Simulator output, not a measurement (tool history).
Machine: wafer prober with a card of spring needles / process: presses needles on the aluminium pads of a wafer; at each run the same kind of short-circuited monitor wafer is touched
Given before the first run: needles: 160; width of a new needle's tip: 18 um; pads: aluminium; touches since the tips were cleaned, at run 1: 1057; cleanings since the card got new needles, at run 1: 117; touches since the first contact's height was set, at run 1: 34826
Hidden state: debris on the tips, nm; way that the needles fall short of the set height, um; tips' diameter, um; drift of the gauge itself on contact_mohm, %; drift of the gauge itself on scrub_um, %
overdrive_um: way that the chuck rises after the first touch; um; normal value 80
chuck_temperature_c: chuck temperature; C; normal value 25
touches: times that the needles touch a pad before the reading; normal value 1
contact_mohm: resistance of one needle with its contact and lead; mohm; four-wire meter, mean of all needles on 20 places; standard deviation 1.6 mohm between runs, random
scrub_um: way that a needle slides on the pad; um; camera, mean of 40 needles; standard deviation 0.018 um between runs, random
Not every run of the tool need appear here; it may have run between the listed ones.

run,day,overdrive_um,chuck_temperature_c,touches,touches since the tips were cleaned,cleanings since the card got new needles,touches since the first contact's height was set,contact_mohm,scrub_um
1,0,80,25,1,1057,117,34826,184,10.09
# day 0.467: tips cleaned on abrasive film
# day 1.088: tips cleaned on abrasive film
# day 1.862: tips cleaned on abrasive film
2,2.204,80,25,1,1415,120,43886,184,10.05
# day 2.517: tips cleaned on abrasive film
# day 3.138: tips cleaned on abrasive film
# day 3.758: tips cleaned on abrasive film
3,4.225,87,25,1,1926,123,52185,186,10.95
# day 4.533: tips cleaned on abrasive film
# day 5.154: tips cleaned on abrasive film
# day 5.775: tips cleaned on abrasive film
# day 6.55: tips cleaned on abrasive film
# day 7.325: tips cleaned on abrasive film
4,7.929,95,25,1,2502,128,67402,186,11.91
# day 8.088: tips cleaned on abrasive film
# day 8.708: tips cleaned on abrasive film
# day 9.483: tips cleaned on abrasive film
# day 10.258: tips cleaned on abrasive film
# day 11.033: tips cleaned on abrasive film
# day 11.654: tips cleaned on abrasive film
5,12.012,95,25,1,1478,134,84172,180,11.88
# day 12.325: tips cleaned on abrasive film
# day 13.1: tips cleaned on abrasive film
# day 13.875: tips cleaned on abrasive film
# day 14.65: tips cleaned on abrasive film
# day 15.321: tips cleaned on abrasive film
6,15.321,80,25,1,0,139,97756,174,9.96
# day 15.942: tips cleaned on abrasive film
# day 16.562: tips cleaned on abrasive film
7,17.067,80,103,2,2080,141,104934,196,9.93
# day 17.225: tips cleaned on abrasive film
# day 18: tips cleaned on abrasive film
# day 18.312: tips cleaned on abrasive film, once more
# day 18.933: tips cleaned on abrasive film
# day 19.708: tips cleaned on abrasive film
8,20.208,60,27,2,2076,146,117841,192,7.39
# day 20.367: tips cleaned on abrasive film
# day 20.988: tips cleaned on abrasive film
# day 21.608: tips cleaned on abrasive film
# day 22.383: tips cleaned on abrasive film
9,22.617,60,27,2,961,150,127720,179,7.33
# day 23.083: tips cleaned on abrasive film
# day 23.704: tips cleaned on abrasive film
# day 24.325: tips cleaned on abrasive film
10,24.475,98,25,1,610,153,135338,176,12.16
# day 25.096: tips cleaned on abrasive film
# day 25.871: tips cleaned on abrasive film
# day 26.646: tips cleaned on abrasive film
# day 27.267: tips cleaned on abrasive film
# day 28.042: tips cleaned on abrasive film
11,28.238,100,25,1,810,158,150803,182,12.4

Selected run-to-run steps in contact_mohm, each split into two signed amounts: the part the tool would show with no hidden state at all (from settings, incoming material and random variation), and the remainder, which goes to the hidden state together with any gauge scatter not common to the measured and the hidden-state-free results:
Run 6 -> 7: chuck_temperature_c 25 -> 103, touches 1 -> 2, tips cleaned on abrasive film, tips cleaned on abrasive film. contact_mohm +22 mohm: hidden state +8, all else +14.
Run 7 -> 8: overdrive_um 80 -> 60, chuck_temperature_c 103 -> 27, tips cleaned on abrasive film, tips cleaned on abrasive film, tips cleaned on abrasive film, once more, tips cleaned on abrasive film, tips cleaned on abrasive film. contact_mohm -4 mohm: hidden state +9, all else -13.
